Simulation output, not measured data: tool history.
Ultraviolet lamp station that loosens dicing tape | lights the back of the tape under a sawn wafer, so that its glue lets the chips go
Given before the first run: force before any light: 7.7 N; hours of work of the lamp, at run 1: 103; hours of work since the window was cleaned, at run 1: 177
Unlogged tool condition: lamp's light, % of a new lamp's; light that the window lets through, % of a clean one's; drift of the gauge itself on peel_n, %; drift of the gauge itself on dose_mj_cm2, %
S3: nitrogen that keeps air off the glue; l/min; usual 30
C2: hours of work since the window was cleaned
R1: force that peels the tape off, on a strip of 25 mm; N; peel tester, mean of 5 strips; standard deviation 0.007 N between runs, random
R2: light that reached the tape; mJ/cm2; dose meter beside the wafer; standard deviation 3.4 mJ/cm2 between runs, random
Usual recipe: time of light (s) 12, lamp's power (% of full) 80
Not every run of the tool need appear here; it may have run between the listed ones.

run 1 hour=0.0 | time_of_light_(s)=12 lamp's_power_(%_of_full)=80 S3=30 | hours_of_work_of_the_lamp=103 C2=177 | R1=0.254 R2=550
run 2 hour=8.3 | time_of_light_(s)=12 lamp's_power_(%_of_full)=80 S3=30 | hours_of_work_of_the_lamp=106 C2=180 | R1=0.238 R2=553
run 3 hour=23.3 | time_of_light_(s)=12 lamp's_power_(%_of_full)=80 S3=30 | hours_of_work_of_the_lamp=113 C2=187 | R1=0.249 R2=551
run 4 hour=35.3 | time_of_light_(s)=12 lamp's_power_(%_of_full)=82 S3=30 | hours_of_work_of_the_lamp=119 C2=193 | R1=0.234 R2=568
run 5 hour=46.0 | time_of_light_(s)=12 lamp's_power_(%_of_full)=80 S3=30 | hours_of_work_of_the_lamp=124 C2=198 | R1=0.260 R2=547
run 6 hour=56.4 | time_of_light_(s)=12 lamp's_power_(%_of_full)=80 S3=30 | hours_of_work_of_the_lamp=128 C2=202 | R1=0.253 R2=553
run 7 hour=70.2 | time_of_light_(s)=12 lamp's_power_(%_of_full)=80 S3=11 | hours_of_work_of_the_lamp=135 C2=209 | R1=0.721 R2=549
run 8 hour=79.2 | time_of_light_(s)=16 lamp's_power_(%_of_full)=80 S3=11 | hours_of_work_of_the_lamp=139 C2=213 | R1=0.352 R2=729
run 9 hour=88.6 | time_of_light_(s)=12 lamp's_power_(%_of_full)=80 S3=30 | hours_of_work_of_the_lamp=143 C2=217 | R1=0.254 R2=553
run 10 hour=97.4 | time_of_light_(s)=12 lamp's_power_(%_of_full)=80 S3=30 | hours_of_work_of_the_lamp=147 C2=221 | R1=0.247 R2=554
run 11 hour=108.8 | time_of_light_(s)=12 lamp's_power_(%_of_full)=80 S3=30 | hours_of_work_of_the_lamp=152 C2=226 | R1=0.246 R2=549
run 12 hour=121.2 | time_of_light_(s)=12 lamp's_power_(%_of_full)=80 S3=30 | hours_of_work_of_the_lamp=158 C2=232 | R1=0.257 R2=552
run 13 hour=134.3 | time_of_light_(s)=12 lamp's_power_(%_of_full)=80 S3=30 | hours_of_work_of_the_lamp=164 C2=238 | R1=0.256 R2=548
run 14 hour=147.7 | time_of_light_(s)=12 lamp's_power_(%_of_full)=80 S3=30 | hours_of_work_of_the_lamp=170 C2=244 | R1=0.261 R2=549
run 15 hour=156.7 | time_of_light_(s)=12 lamp's_power_(%_of_full)=80 S3=30 | hours_of_work_of_the_lamp=174 C2=248 | R1=0.240 R2=552
run 16 hour=165.9 | time_of_light_(s)=22 lamp's_power_(%_of_full)=83 S3=30 | hours_of_work_of_the_lamp=178 C2=252 | R1=0.074 R2=1042
run 17 hour=175.8 | time_of_light_(s)=15 lamp's_power_(%_of_full)=80 S3=30 | hours_of_work_of_the_lamp=183 C2=257 | R1=0.140 R2=691
-- hour=187.8 window cleaned of glue's vapour
run 18 hour=187.8 | time_of_light_(s)=15 lamp's_power_(%_of_full)=80 S3=30 | hours_of_work_of_the_lamp=188 C2=0 | R1=0.147 R2=694
run 19 hour=203.3 | time_of_light_(s)=13 lamp's_power_(%_of_full)=88 S3=30 | hours_of_work_of_the_lamp=195 C2=7 | R1=0.155 R2=661
run 20 hour=210.1 | time_of_light_(s)=13 lamp's_power_(%_of_full)=88 S3=30 | hours_of_work_of_the_lamp=198 C2=10 | R1=0.154 R2=660
run 21 hour=225.5 | time_of_light_(s)=21 lamp's_power_(%_of_full)=62 S3=54 | hours_of_work_of_the_lamp=205 C2=17 | R1=0.085 R2=747
run 22 hour=235.6 | time_of_light_(s)=21 lamp's_power_(%_of_full)=62 S3=54 | hours_of_work_of_the_lamp=210 C2=22 | R1=0.078 R2=740
run 23 hour=245.9 | time_of_light_(s)=21 lamp's_power_(%_of_full)=80 S3=30 | hours_of_work_of_the_lamp=215 C2=27 | R1=0.076 R2=975
run 24 hour=259.8 | time_of_light_(s)=17 lamp's_power_(%_of_full)=80 S3=31 | hours_of_work_of_the_lamp=221 C2=33 | R1=0.105 R2=777
run 25 hour=269.2 | time_of_light_(s)=19 lamp's_power_(%_of_full)=87 S3=30 | hours_of_work_of_the_lamp=225 C2=37 | R1=0.085 R2=936
run 26 hour=283.8 | time_of_light_(s)=19 lamp's_power_(%_of_full)=87 S3=30 | hours_of_work_of_the_lamp=232 C2=44 | R1=0.079 R2=947

Forecast each of these 4 alternatives for the next run:
run A hour=290.1 | time_of_light_(s)=15 lamp's_power_(%_of_full)=80 S3=56 | hours_of_work_of_the_lamp=235 C2=47 | R1=? R2=?
run B hour=290.1 | time_of_light_(s)=15 lamp's_power_(%_of_full)=80 S3=25 | hours_of_work_of_the_lamp=235 C2=47 | R1=? R2=?
run C hour=290.1 | time_of_light_(s)=21 lamp's_power_(%_of_full)=72 S3=16 | hours_of_work_of_the_lamp=235 C2=47 | R1=? R2=?
run D hour=290.1 | time_of_light_(s)=6 lamp's_power_(%_of_full)=87 S3=10 | hours_of_work_of_the_lamp=235 C2=47 | R1=? R2=?

run=A R1=0.083 R2=694
run=B R1=0.163 R2=694
run=C R1=0.140 R2=866
run=D R1=2.212 R2=302
Without the tool's unlogged condition, the same runs would have read:
run=A R1=0.083 R2=695
run=B R1=0.162 R2=694
run=C R1=0.140 R2=866
run=D R1=2.211 R2=303
